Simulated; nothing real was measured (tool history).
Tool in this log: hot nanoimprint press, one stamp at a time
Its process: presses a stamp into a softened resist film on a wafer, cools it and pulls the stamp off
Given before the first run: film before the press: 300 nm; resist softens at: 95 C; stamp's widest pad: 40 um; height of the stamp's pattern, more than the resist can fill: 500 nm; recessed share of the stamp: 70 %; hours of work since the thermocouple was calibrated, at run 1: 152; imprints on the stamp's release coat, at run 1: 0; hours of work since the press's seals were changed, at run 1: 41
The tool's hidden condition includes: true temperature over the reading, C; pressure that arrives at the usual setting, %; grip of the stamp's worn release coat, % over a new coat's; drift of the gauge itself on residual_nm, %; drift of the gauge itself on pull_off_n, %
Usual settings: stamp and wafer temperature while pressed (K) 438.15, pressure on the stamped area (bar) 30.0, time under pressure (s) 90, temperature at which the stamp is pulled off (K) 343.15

run     day  stamp and wafer temperature while pressed (K)  pressure on the stamped area (bar)  time under pressure (s)  temperature at which the stamp is pulled off (K)  hours of work since the thermocouple was calibrated  imprints on the stamp's release coat  hours of work since the press's seals were changed  resist left under the stamp's widest pad (Å)  greatest force while the stamp is pulled off (N)
  1   0.000                                         438.15                                30.0                       90                                            343.15                                                  152                                     0                                                  41                                          1282                                               191
  2   0.933                                         438.15                                30.0                       90                                            343.15                                                  164                                    78                                                  53                                          1297                                               209
  3   2.362                                         438.15                                30.0                       90                                            343.15                                                  183                                   196                                                  72                                          1300                                               214
  4   3.321                                         438.15                                30.0                       90                                            343.15                                                  196                                   276                                                  85                                          1301                                               215
  5   5.046                                         438.15                                30.0                       90                                            343.15                                                  218                                   419                                                 107                                          1304                                               229
  6   6.146                                         441.15                                30.0                       90                                            343.15                                                  232                                   510                                                 121                                          1185                                               237
  7   7.062                                         441.15                                30.0                       90                                            343.15                                                  244                                   587                                                 133                                          1186                                               235
      8.767  -- plate thermocouple calibrated
  8   8.771                                         438.15                                30.0                       90                                            346.15                                                    0                                   718                                                 154                                          1328                                               235
  9  10.808                                         438.15                                30.0                       90                                            346.15                                                   27                                   887                                                 181                                          1348                                               249
 10  12.075                                         438.15                                30.0                       90                                            346.15                                                   43                                   992                                                 197                                          1345                                               254
 11  14.008                                         448.15                                30.0                       89                                            337.15                                                   68                                  1153                                                 222                                           985                                               331
 12  15.088                                         438.15                                30.0                       90                                            348.15                                                   83                                  1242                                                 237                                          1347                                               270
 13  16.879                                         438.15                                45.5                      135                                            343.15                                                  106                                  1391                                                 260                                           942                                               308
     17.771  -- stamp cleaned and given a new release coat
 14  18.938                                         438.15                                32.0                       92                                            342.15                                                  129                                    97                                                 284                                          1318                                               207
 15  20.712                                         438.15                                18.4                      126                                            329.15                                                  153                                   245                                                 307                                          1460                                               291
     21.575  -- plate thermocouple calibrated, once more
 16  22.058                                         430.15                                20.4                       90                                            343.15                                                    6                                   346                                                 323                                          1908                                               215
 17  23.104                                         430.15                                20.4                       90                                            343.15                                                   20                                   433                                                 336                                          1923                                               218
 18  24.183                                         438.15                                36.3                       64                                            343.15                                                   34                                   522                                                 350                                          1368                                               237
 19  25.275                                         438.15                                21.6                      155                                            343.15                                                   48                                   613                                                 365                                          1201                                               238
 20  27.338                                         440.15                                21.6                      155                                            343.15                                                   75                                   784                                                 392                                          1124                                               255

Below are 4 alternative next runs, each starting from the tool's condition after run 20. Predict each:
  A  28.300                                         447.15                                28.2                      115                                            343.15                                                   88                                   864                                                 404                                             ?                                                 ?
  B  28.300                                         438.15                                30.0                      129                                            345.15                                                   88                                   864                                                 404                                             ?                                                 ?
  C  28.300                                         440.15                                28.5                      155                                            343.15                                                   88                                   864                                                 404                                             ?                                                 ?
  D  28.300                                         440.15                                21.6                      155                                            343.15                                                   88                                   864                                                 404                                             ?                                                 ?

run  resist left under the stamp's widest pad (Å)  greatest force while the stamp is pulled off (N)
  A                                           901                                               255
  B                                          1126                                               251
  C                                           992                                               259
  D                                          1130                                               266
Without the tool's hidden state the same runs would have given:
run  resist left under the stamp's widest pad (Å)  greatest force while the stamp is pulled off (N)
  A                                           882                                               193
  B                                          1101                                               190
  C                                           971                                               196
  D                                          1109                                               202
